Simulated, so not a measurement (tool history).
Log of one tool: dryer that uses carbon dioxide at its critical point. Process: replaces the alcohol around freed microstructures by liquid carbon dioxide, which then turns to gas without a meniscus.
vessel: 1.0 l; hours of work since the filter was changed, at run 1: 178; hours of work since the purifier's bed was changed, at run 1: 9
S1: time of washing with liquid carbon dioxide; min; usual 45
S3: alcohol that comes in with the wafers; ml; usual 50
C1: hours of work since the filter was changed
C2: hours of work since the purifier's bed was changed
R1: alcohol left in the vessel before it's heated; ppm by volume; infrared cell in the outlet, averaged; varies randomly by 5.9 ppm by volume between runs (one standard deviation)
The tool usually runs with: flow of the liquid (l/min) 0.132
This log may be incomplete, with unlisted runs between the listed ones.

Run 1, hour 0: usual settings; C1 178; C2 9. Result: R1 281 ppm by volume.
Run 2, hour 10.2: usual settings; C1 186; C2 17. Result: R1 293 ppm by volume.
Run 3, hour 23.6: usual settings but S3 25 ml; C1 196; C2 27. Result: R1 153 ppm by volume.
Run 4, hour 40.8: usual settings but S1 40 min; C1 208; C2 39. Result: R1 533 ppm by volume.
Run 5, hour 56.8: usual settings but S1 40 min; C1 220; C2 51. Result: R1 522 ppm by volume.
Run 6, hour 72.9: usual settings but S1 40 min, S3 27 ml; C1 232; C2 63. Result: R1 301 ppm by volume.
Run 7, hour 87: usual settings but S1 40 min, S3 27 ml; C1 242; C2 73. Result: R1 313 ppm by volume.
Run 8, hour 101.8: usual settings but S1 40 min, S3 27 ml; C1 253; C2 84. Result: R1 325 ppm by volume.
Run 9, hour 122.1: usual settings but S1 40 min, S3 25 ml; C1 267; C2 98. Result: R1 306 ppm by volume.
Run 10, hour 134.5: usual settings but S3 89 ml; C1 277; C2 107. Result: R1 619 ppm by volume.
Run 11, hour 144.6: usual settings but S3 89 ml; C1 284; C2 115. Result: R1 632 ppm by volume.
Run 12, hour 164.3: usual settings but S3 89 ml; C1 298; C2 129. Result: R1 646 ppm by volume.
Run 13, hour 184.4: usual settings but S3 89 ml; C1 313; C2 144. Result: R1 686 ppm by volume.
Run 14, hour 197.4: usual settings but S3 89 ml; C1 322; C2 153. Result: R1 689 ppm by volume.
Run 15, hour 206.2: usual settings but S1 49 min, flow of the liquid (l/min) 0.192, S3 89 ml; C1 329; C2 160. Result: R1 83 ppm by volume.
Run 16, hour 216.4: usual settings but S1 49 min, flow of the liquid (l/min) 0.192, S3 89 ml; C1 336; C2 167. Result: R1 92 ppm by volume.
At hour 222.7: inlet filter changed.
Run 17, hour 226.8: usual settings but S1 30 min, flow of the liquid (l/min) 0.185, S3 94 ml; C1 3; C2 174. Result: R1 632 ppm by volume.
Run 18, hour 243: usual settings but S1 36 min, flow of the liquid (l/min) 0.115, S3 94 ml; C1 15; C2 186. Result: R1 2174 ppm by volume.
Run 19, hour 255.9: usual settings but S1 40 min, flow of the liquid (l/min) 0.221, S3 22 ml; C1 24; C2 195. Result: R1 72 ppm by volume.
Run 20, hour 274: usual settings but S1 62 min, S3 119 ml; C1 37; C2 208. Result: R1 137 ppm by volume.
Run 21, hour 288.9: usual settings but S1 62 min, S3 119 ml; C1 48; C2 219. Result: R1 133 ppm by volume.
Run 22, hour 303.4: usual settings but S1 62 min, S3 119 ml; C1 59; C2 230. Result: R1 146 ppm by volume.
Run 23, hour 316.8: usual settings but S3 117 ml; C1 69; C2 240. Result: R1 633 ppm by volume.
Run 24, hour 334.5: usual settings but S3 46 ml; C1 82; C2 252. Result: R1 291 ppm by volume.
Run 25, hour 347.2: usual settings but S3 46 ml; C1 91; C2 262. Result: R1 318 ppm by volume.

Alternative continuations, all from the tool just after run 25; predict every row:
Run A, hour 366: usual settings but flow of the liquid (l/min) 0.083, S3 46 ml; C1 104; C2 275. Result: R1 ?.
Run B, hour 366: usual settings but S1 54 min, S3 61 ml; C1 104; C2 275. Result: R1 ?.
Run C, hour 366: usual settings but S1 49 min, flow of the liquid (l/min) 0.143, S3 23 ml; C1 104; C2 275. Result: R1 ?.
Run D, hour 366: usual settings but flow of the liquid (l/min) 0.219, S3 62 ml; C1 104; C2 275. Result: R1 ?.

run    R1
  A  1763
  B   194
  C   133
  D   104
With the hidden condition removed and each run's random variation left untouched, the same runs would have given:
run    R1
  A  1476
  B    86
  C    38
  D    17
